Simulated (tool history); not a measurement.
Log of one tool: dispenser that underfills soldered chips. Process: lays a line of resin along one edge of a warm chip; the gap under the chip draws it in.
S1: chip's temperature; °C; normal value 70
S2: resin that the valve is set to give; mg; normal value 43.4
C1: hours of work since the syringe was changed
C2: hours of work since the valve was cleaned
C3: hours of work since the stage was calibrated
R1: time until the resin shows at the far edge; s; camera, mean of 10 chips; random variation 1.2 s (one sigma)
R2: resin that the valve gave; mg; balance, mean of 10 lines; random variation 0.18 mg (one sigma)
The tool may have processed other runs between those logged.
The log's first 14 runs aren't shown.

| run | hour | S1 | S2 | C1 | C2 | C3 | R1 | R2 |
|---|---|---|---|---|---|---|---|---|
|  | 66.9 | new syringe of resin |
| 15 | 69.4 | 70 | 43.4 | 2 | 82 | 142 | 138.2 | 40.86 |
| 16 | 74.7 | 59 | 43.4 | 6 | 86 | 146 | 290.3 | 40.86 |
| 17 | 80.3 | 59 | 43.4 | 10 | 90 | 150 | 424.6 | 40.76 |
|  | 81.4 | new syringe of resin |
| 18 | 83.9 | 59 | 43.4 | 2 | 93 | 152 | 211.2 | 40.25 |
| 19 | 86.9 | 59 | 43.4 | 4 | 95 | 155 | 255.3 | 40.53 |
| 20 | 91.1 | 59 | 43.4 | 7 | 98 | 158 | 335.4 | 40.27 |
|  | 96.2 | new syringe of resin |
| 21 | 96.6 | 59 | 43.4 | 0 | 102 | 162 | 187.1 | 40.00 |
| 22 | 100.7 | 74 | 37.6 | 3 | 105 | 165 | 145.7 | 34.58 |
| 23 | 104.3 | 83 | 52.9 | 6 | 108 | 167 | 131.8 | 48.55 |
|  | 110.7 | new syringe of resin |
| 24 | 110.8 | 59 | 41.1 | 0 | 113 | 172 | 185.7 | 37.83 |
| 25 | 116.3 | 72 | 39.3 | 4 | 117 | 176 | 169.4 | 36.17 |
| 26 | 120.6 | 71 | 46.6 | 7 | 120 | 179 | 222.3 | 42.60 |
| 27 | 124.3 | 71 | 46.6 | 10 | 123 | 182 | 284.8 | 42.46 |
|  | 125.1 | new syringe of resin |
| 28 | 128.8 | 85 | 37.2 | 3 | 126 | 185 | 97.2 | 33.67 |
| 29 | 134.2 | 85 | 56.4 | 7 | 130 | 189 | 132.1 | 50.89 |
| 30 | 137.6 | 85 | 56.4 | 9 | 132 | 192 | 162.5 | 51.00 |
|  | 139.6 | new syringe of resin |
| 31 | 144.5 | 66 | 47.3 | 4 | 137 | 197 | 192.5 | 43.04 |
|  | 146.6 | dispensing valve cleaned and set on the balance |
| 32 | 151.0 | 78 | 47.3 | 8 | 3 | 201 | 175.9 | 47.17 |
|  | 154.9 | new syringe of resin |
| 33 | 154.9 | 75 | 48.7 | 0 | 6 | 204 | 99.7 | 48.34 |
| 34 | 158.2 | 75 | 51.2 | 2 | 8 | 206 | 123.6 | 50.87 |
| 35 | 164.5 | 63 | 40.6 | 7 | 13 | 211 | 288.4 | 40.34 |

Below are 5 alternative next runs, each starting from the tool's condition after run 35. Predict each:
| A | 168.0 | 65 | 45.4 | 10 | 16 | 214 | ? | ? |
| B | 168.0 | 61 | 40.6 | 10 | 16 | 214 | ? | ? |
| C | 168.0 | 77 | 39.3 | 10 | 16 | 214 | ? | ? |
| D | 168.0 | 64 | 43.4 | 10 | 16 | 214 | ? | ? |
| E | 168.0 | 67 | 50.1 | 10 | 16 | 214 | ? | ? |

| run | R1 | R2 |
|---|---|---|
| A | 333.7 | 44.56 |
| B | 393.1 | 40.18 |
| C | 228.4 | 38.58 |
| D | 349.8 | 43.19 |
| E | 310.7 | 49.05 |
Stripped of hidden state, with their random variation kept, the same runs would have yielded:
| run | R1 | R2 |
|---|---|---|
| A | 136.3 | 45.12 |
| B | 160.1 | 40.68 |
| C | 93.2 | 39.06 |
| D | 142.7 | 43.74 |
| E | 127.0 | 49.66 |

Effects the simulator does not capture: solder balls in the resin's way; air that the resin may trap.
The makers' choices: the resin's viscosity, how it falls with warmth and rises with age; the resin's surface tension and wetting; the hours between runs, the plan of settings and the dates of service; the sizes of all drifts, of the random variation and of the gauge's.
